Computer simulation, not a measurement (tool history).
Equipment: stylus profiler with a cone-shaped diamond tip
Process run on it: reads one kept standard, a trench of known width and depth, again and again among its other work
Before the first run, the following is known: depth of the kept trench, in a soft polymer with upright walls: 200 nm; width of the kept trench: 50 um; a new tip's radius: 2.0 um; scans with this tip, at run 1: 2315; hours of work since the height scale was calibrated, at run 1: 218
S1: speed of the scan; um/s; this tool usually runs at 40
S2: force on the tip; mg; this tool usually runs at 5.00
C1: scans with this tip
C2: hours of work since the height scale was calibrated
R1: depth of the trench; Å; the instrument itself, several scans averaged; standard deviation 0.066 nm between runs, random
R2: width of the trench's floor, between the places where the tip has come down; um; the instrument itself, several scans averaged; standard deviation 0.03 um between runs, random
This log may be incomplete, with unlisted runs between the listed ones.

| run | day | S1 | S2 | C1 | C2 | R1 | R2 |
|---|---|---|---|---|---|---|---|
| 1 | 0.000 | 40 | 5.00 | 2315 | 218 | 2024.8 | 47.81 |
| 2 | 1.388 | 40 | 5.00 | 2465 | 232 | 2024.4 | 47.80 |
| 3 | 3.612 | 132 | 5.00 | 2705 | 255 | 2025.2 | 47.41 |
| 4 | 4.900 | 132 | 5.00 | 2844 | 268 | 2024.4 | 47.41 |
| 5 | 6.804 | 132 | 5.00 | 3050 | 287 | 2024.3 | 47.37 |
| 6 | 9.104 | 49 | 5.00 | 3299 | 311 | 2024.3 | 47.70 |
| 7 | 11.221 | 40 | 5.00 | 3527 | 332 | 2023.8 | 47.67 |
| 8 | 12.829 | 40 | 5.00 | 3701 | 348 | 2023.6 | 47.70 |
| 9 | 14.508 | 40 | 5.00 | 3882 | 366 | 2023.4 | 47.71 |
| 10 | 16.708 | 40 | 5.00 | 4119 | 388 | 2024.2 | 47.63 |
| 11 | 18.604 | 40 | 5.00 | 4324 | 407 | 2023.7 | 47.68 |
| 12 | 20.133 | 114 | 5.00 | 4489 | 423 | 2023.7 | 47.35 |
| 13 | 21.800 | 114 | 5.00 | 4669 | 440 | 2022.6 | 47.35 |
| 14 | 23.146 | 114 | 5.00 | 4815 | 453 | 2022.8 | 47.38 |
| 15 | 25.362 | 114 | 3.49 | 5054 | 476 | 2016.9 | 47.20 |
| 16 | 26.654 | 40 | 2.00 | 5194 | 489 | 2011.0 | 47.53 |
| 17 | 28.988 | 40 | 2.00 | 5446 | 513 | 2010.3 | 47.44 |
| 18 | 30.892 | 40 | 5.00 | 5651 | 532 | 2021.5 | 47.54 |
| 19 | 33.229 | 32 | 14.71 | 5904 | 556 | 2050.6 | 47.66 |
| 20 | 35.138 | 16 | 2.06 | 6110 | 575 | 2011.6 | 47.57 |
| 21 | 36.504 | 71 | 8.83 | 6258 | 589 | 2034.6 | 47.44 |
| 22 | 38.554 | 71 | 4.33 | 6479 | 610 | 2020.6 | 47.34 |
|  | 38.671 | height scale calibrated on a step standard |
| 23 | 39.633 | 154 | 9.97 | 6593 | 10 | 2036.4 | 47.12 |
| 24 | 41.471 | 154 | 9.97 | 6792 | 28 | 2036.2 | 47.17 |
|  | 42.754 | height scale calibrated on a step standard, once more |
| 25 | 43.708 | 86 | 10.53 | 7031 | 10 | 2044.4 | 47.35 |
| 26 | 46.046 | 13 | 9.78 | 7284 | 33 | 2041.9 | 47.52 |
| 27 | 47.604 | 15 | 4.89 | 7452 | 49 | 2026.6 | 47.46 |
| 28 | 48.642 | 15 | 4.89 | 7564 | 60 | 2027.1 | 47.44 |
| 29 | 50.179 | 38 | 6.98 | 7730 | 76 | 2032.2 | 47.45 |
| 30 | 51.821 | 20 | 5.00 | 7907 | 92 | 2025.6 | 47.46 |
| 31 | 53.771 | 17 | 3.62 | 8118 | 112 | 2019.7 | 47.44 |
| 32 | 54.933 | 17 | 3.62 | 8243 | 124 | 2020.9 | 47.44 |
| 33 | 57.233 | 88 | 3.66 | 8492 | 147 | 2021.0 | 47.03 |
| 34 | 59.362 | 76 | 5.82 | 8721 | 169 | 2028.1 | 47.15 |
| 35 | 61.750 | 76 | 5.82 | 8979 | 193 | 2027.9 | 47.08 |

Some steps in R1 between neighbouring runs. How much of each would the tool show without its hidden state too (settings, what came in, random variation), and how much is left for the hidden state, with any gauge scatter that isn't in both results?
The hidden state here: radius of the tip, um; height scale over the true one, %; drift of the gauge itself on depth_nm, %; drift of the gauge itself on floor_um, %.
Run 18 -> 19: S1 40 -> 32, S2 5.00 -> 14.71. R1 +29.1 Å: hidden state -0.2, all else +29.3.
Run 19 -> 20: S1 32 -> 16, S2 14.71 -> 2.06. R1 -39.0 Å: hidden state -0.1, all else -38.9.
Run 20 -> 21: S1 16 -> 71, S2 2.06 -> 8.83. R1 +23.0 Å: hidden state -0.2, all else +23.2.
Run 22 -> 23: S1 71 -> 154, S2 4.33 -> 9.97, height scale calibrated on a step standard. R1 +15.8 Å: hidden state -1.7, all else +17.5.
Run 24 -> 25: S1 154 -> 86, S2 9.97 -> 10.53, height scale calibrated on a step standard, once more. R1 +8.2 Å: hidden state +6.6, all else +1.6.
Run 32 -> 33: S1 17 -> 88, S2 3.62 -> 3.66. R1 +0.1 Å: hidden state -0.3, all else +0.4.

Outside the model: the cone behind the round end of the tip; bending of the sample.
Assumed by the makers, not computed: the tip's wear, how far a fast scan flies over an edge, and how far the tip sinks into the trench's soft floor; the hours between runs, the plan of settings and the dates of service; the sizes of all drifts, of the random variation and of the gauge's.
